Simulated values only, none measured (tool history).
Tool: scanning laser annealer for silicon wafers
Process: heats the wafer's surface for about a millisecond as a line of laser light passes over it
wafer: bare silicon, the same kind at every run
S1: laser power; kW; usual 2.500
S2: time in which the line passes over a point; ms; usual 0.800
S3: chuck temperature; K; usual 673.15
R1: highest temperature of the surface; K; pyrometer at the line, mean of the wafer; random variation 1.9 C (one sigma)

run    hour     S1     S2      S3       R1
  1     0.0  2.500  0.800  673.15  1357.15
  2    98.5  2.500  0.800  673.15  1355.15
  3   179.6  2.500  0.800  673.15  1347.15
      259.6  -- window over the wafer cleaned
  4   282.6  2.500  0.800  673.15  1390.15
  5   329.7  2.500  0.800  673.15  1389.15
  6   373.5  2.500  0.800  673.15  1386.15
  7   471.7  2.500  0.800  673.15  1385.15
  8   575.8  2.500  0.800  673.15  1379.15
  9   626.0  2.500  0.800  673.15  1382.15
 10   693.3  2.500  0.800  673.15  1375.15
 11   791.3  2.500  0.800  673.15  1373.15
 12   878.7  2.500  0.800  673.15  1368.15
 13   975.0  2.500  0.800  673.15  1364.15
 14  1035.8  2.500  0.809  673.15  1368.15
 15  1137.3  2.500  0.800  665.15  1350.15
 16  1233.8  2.500  0.800  665.15  1344.15
 17  1307.9  2.505  0.800  673.15  1355.15
 18  1407.2  2.505  0.800  660.15  1336.15
 19  1460.6  2.505  0.800  660.15  1336.15
 20  1530.1  2.505  0.800  660.15  1333.15
 21  1598.0  2.228  0.800  634.15  1219.15
 22  1688.9  2.288  0.714  673.15  1236.15
     1769.5  -- window over the wafer cleaned
 23  1771.8  2.288  0.946  713.15  1423.15
 24  1870.6  2.373  0.833  673.15  1356.15
     1904.7  -- optics aligned, line set to its width
 25  1945.9  2.500  0.586  704.15  1302.15
 26  2042.0  2.500  0.586  704.15  1296.15
 27  2122.4  2.198  0.800  709.15  1317.15
 28  2182.4  2.198  0.800  709.15  1311.15
 29  2234.9  2.748  0.800  635.15  1418.15
 30  2297.3  2.227  0.910  640.15  1300.15
 31  2341.5  2.509  0.598  691.15  1287.15
 32  2429.8  2.509  0.598  691.15  1284.15
 33  2512.9  2.509  0.598  691.15  1282.15
 34  2572.6  2.577  0.979  702.15  1502.15
 35  2657.5  2.207  0.979  668.15  1337.15
 36  2750.3  2.207  0.979  668.15  1328.15
 37  2834.9  2.207  0.723  668.15  1222.15
 38  2907.9  2.501  0.800  709.15  1384.15
 39  2965.8  2.360  0.835  668.15  1312.15

3 ways to go on from here, each from the tool as it stands after run 39. What would each give?
  A  3047.8  2.209  0.647  679.15   ?
  B  3047.8  2.597  0.756  679.15   ?
  C  3047.8  2.360  0.835  692.15   ?

run       R1
  A  1193.15
  B  1359.15
  C  1334.15
Without the tool's hidden state the same runs would have given:
run       R1
  A  1237.15
  B  1417.15
  C  1389.15
